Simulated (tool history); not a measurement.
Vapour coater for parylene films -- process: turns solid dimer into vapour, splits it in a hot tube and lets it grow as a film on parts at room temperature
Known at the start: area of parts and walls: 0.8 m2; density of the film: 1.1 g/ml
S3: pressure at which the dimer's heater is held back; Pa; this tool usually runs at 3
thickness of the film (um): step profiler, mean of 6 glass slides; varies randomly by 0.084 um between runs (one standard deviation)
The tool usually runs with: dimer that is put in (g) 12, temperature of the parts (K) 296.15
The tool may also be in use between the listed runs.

{"run": 1, "hour": 0.0, "dimer that is put in (g)": 12, "temperature of the parts (K)": 296.15, "S3": 3, "thickness of the film (um)": 10.14}
{"run": 2, "hour": 11.6, "dimer that is put in (g)": 12, "temperature of the parts (K)": 296.15, "S3": 3, "thickness of the film (um)": 10.13}
{"run": 3, "hour": 26.8, "dimer that is put in (g)": 12, "temperature of the parts (K)": 296.15, "S3": 3, "thickness of the film (um)": 10.03}
{"run": 4, "hour": 35.2, "dimer that is put in (g)": 12, "temperature of the parts (K)": 300.15, "S3": 3, "thickness of the film (um)": 9.51}
{"run": 5, "hour": 43.8, "dimer that is put in (g)": 12, "temperature of the parts (K)": 300.15, "S3": 3, "thickness of the film (um)": 9.56}
{"run": 6, "hour": 52.3, "dimer that is put in (g)": 12, "temperature of the parts (K)": 300.15, "S3": 3, "thickness of the film (um)": 9.35}
{"run": 7, "hour": 64.5, "dimer that is put in (g)": 12, "temperature of the parts (K)": 296.15, "S3": 8.82, "thickness of the film (um)": 9.38}
{"run": 8, "hour": 79.8, "dimer that is put in (g)": 12, "temperature of the parts (K)": 296.15, "S3": 3, "thickness of the film (um)": 10.23}
{"run": 9, "hour": 88.2, "dimer that is put in (g)": 12, "temperature of the parts (K)": 296.15, "S3": 3, "thickness of the film (um)": 10.13}
{"run": 10, "hour": 106.1, "dimer that is put in (g)": 12, "temperature of the parts (K)": 296.15, "S3": 3, "thickness of the film (um)": 10.06}
{"run": 11, "hour": 114.2, "dimer that is put in (g)": 12, "temperature of the parts (K)": 296.15, "S3": 3, "thickness of the film (um)": 10.18}
{"run": 12, "hour": 127.9, "dimer that is put in (g)": 17, "temperature of the parts (K)": 296.15, "S3": 3, "thickness of the film (um)": 14.42}
{"run": 13, "hour": 146.2, "dimer that is put in (g)": 17, "temperature of the parts (K)": 296.15, "S3": 3, "thickness of the film (um)": 14.56}
{"run": 14, "hour": 158.6, "dimer that is put in (g)": 12, "temperature of the parts (K)": 296.15, "S3": 6.28, "thickness of the film (um)": 9.7}
{"run": 15, "hour": 168.7, "dimer that is put in (g)": 11, "temperature of the parts (K)": 294.15, "S3": 3, "thickness of the film (um)": 9.65}
{"run": 16, "hour": 186.9, "dimer that is put in (g)": 12, "temperature of the parts (K)": 308.15, "S3": 3, "thickness of the film (um)": 8.28}
{"run": 17, "hour": 201.8, "dimer that is put in (g)": 12, "temperature of the parts (K)": 308.15, "S3": 3, "thickness of the film (um)": 8.29}
{"run": 18, "hour": 217.7, "dimer that is put in (g)": 12, "temperature of the parts (K)": 308.15, "S3": 3, "thickness of the film (um)": 8.28}
{"run": 19, "hour": 225.9, "dimer that is put in (g)": 12, "temperature of the parts (K)": 288.15, "S3": 3.38, "thickness of the film (um)": 11.64}
{"run": 20, "hour": 242.7, "dimer that is put in (g)": 8, "temperature of the parts (K)": 288.15, "S3": 10.08, "thickness of the film (um)": 7.19}
{"run": 21, "hour": 261.2, "dimer that is put in (g)": 12, "temperature of the parts (K)": 296.15, "S3": 3.15, "thickness of the film (um)": 10.12}
{"run": 22, "hour": 270.6, "dimer that is put in (g)": 12, "temperature of the parts (K)": 307.15, "S3": 8.75, "thickness of the film (um)": 7.71}
{"run": 23, "hour": 288.5, "dimer that is put in (g)": 12, "temperature of the parts (K)": 307.15, "S3": 8.75, "thickness of the film (um)": 7.9}
{"run": 24, "hour": 298.3, "dimer that is put in (g)": 9, "temperature of the parts (K)": 299.15, "S3": 3, "thickness of the film (um)": 7.09}
{"run": 25, "hour": 308.0, "dimer that is put in (g)": 19, "temperature of the parts (K)": 296.15, "S3": 2.46, "thickness of the film (um)": 16.15}
{"run": 26, "hour": 316.3, "dimer that is put in (g)": 12, "temperature of the parts (K)": 296.15, "S3": 2.54, "thickness of the film (um)": 10.14}
{"run": 27, "hour": 334.3, "dimer that is put in (g)": 10, "temperature of the parts (K)": 288.15, "S3": 2.54, "thickness of the film (um)": 9.89}

Not shown here: 1 entry made in the log between runs. Locate each between two listed runs and compare the hidden state at the listed run before it with the hidden state at the listed run after it:
After run 12, before run 13: trap's valve overhauled (hour 144.7)
  vapour lost through the trap's worn valve, %: 0.7 -> 0
  measured value less the no-hidden-state value, thickness of the film (um): -0.11 -> +0

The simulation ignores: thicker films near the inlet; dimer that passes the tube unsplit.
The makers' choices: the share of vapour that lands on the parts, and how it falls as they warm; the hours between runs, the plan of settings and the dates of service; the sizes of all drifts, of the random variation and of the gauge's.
